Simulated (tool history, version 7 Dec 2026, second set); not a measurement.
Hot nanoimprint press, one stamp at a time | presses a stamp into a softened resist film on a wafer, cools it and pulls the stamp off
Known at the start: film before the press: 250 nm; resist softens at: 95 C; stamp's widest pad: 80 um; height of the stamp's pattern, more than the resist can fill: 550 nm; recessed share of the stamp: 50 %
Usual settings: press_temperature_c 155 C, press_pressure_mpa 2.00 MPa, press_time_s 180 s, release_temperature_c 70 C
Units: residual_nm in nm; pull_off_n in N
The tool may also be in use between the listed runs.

run    hour  press_temperature_c  press_pressure_mpa  press_time_s  release_temperature_c  residual_nm  pull_off_n
  1     0.0                  155                2.00           180                     70        135.4         143
  2    38.0                  155                2.00           180                     70        135.9         145
  3   118.9                  155                2.00           180                     70        137.7         162
  4   159.0                  155                2.00           180                     70        137.9         155
      174.0  -- plate thermocouple calibrated
  5   251.3                  155                2.00            91                     70        160.6         164
  6   299.5                  155                2.00           260                     70        111.4         166
  7   369.1                  155                2.00           260                     70        112.0         171
  8   460.1                  155                2.00           260                     70        113.1         180
  9   513.8                  155                2.00           260                     70        113.7         186
 10   571.6                  155                2.00           260                     70        112.9         183
 11   648.9                  155                2.00           260                     70        114.1         198
 12   742.1                  155                1.75           180                     70        138.6         201
      779.8  -- stamp cleaned and given a new release coat
 13   830.8                  163                2.00           180                     70         85.7         139
 14   871.7                  146                1.67           180                     70        202.3         146
 15   942.9                  155                2.00           180                     62        133.8         178
 16  1008.0                  155                2.00           180                     62        133.9         176
 17  1055.8                  155                2.00           180                     62        135.7         184
 18  1121.3                  150                2.00           180                     70        172.1         170
 19  1210.7                  150                2.00           180                     70        171.7         172
     1242.4  -- plate thermocouple calibrated
 20  1256.6                  150                2.00           180                     70        165.9         170
 21  1318.5                  150                2.00           170                     70        169.0         186

Hidden state or all else? Some run-to-run changes of residual_nm, split into what the settings, what came in and random variation would give without the hidden state, and what is left for the hidden state (with any gauge scatter that isn't in both results):
The hidden state here: true temperature over the reading, C; pressure that arrives at the usual setting, %; grip of the stamp's worn release coat, % over a new coat's; drift of the gauge itself on residual_nm, %; drift of the gauge itself on pull_off_n, %.
Run 4 -> 5: press_time_s 180 -> 91, plate thermocouple calibrated. residual_nm +22.7 nm: hidden state -9.7, all else +32.4.
Run 13 -> 14: press_temperature_c 163 -> 146, press_pressure_mpa 2.00 -> 1.67. residual_nm +116.6 nm: hidden state +0.6, all else +116.0.
Run 14 -> 15: press_temperature_c 146 -> 155, press_pressure_mpa 1.67 -> 2.00, release_temperature_c 70 -> 62. residual_nm -68.5 nm: hidden state +1.9, all else -70.4.
Run 19 -> 20: plate thermocouple calibrated. residual_nm -5.8 nm: hidden state -5.9, all else +0.1.

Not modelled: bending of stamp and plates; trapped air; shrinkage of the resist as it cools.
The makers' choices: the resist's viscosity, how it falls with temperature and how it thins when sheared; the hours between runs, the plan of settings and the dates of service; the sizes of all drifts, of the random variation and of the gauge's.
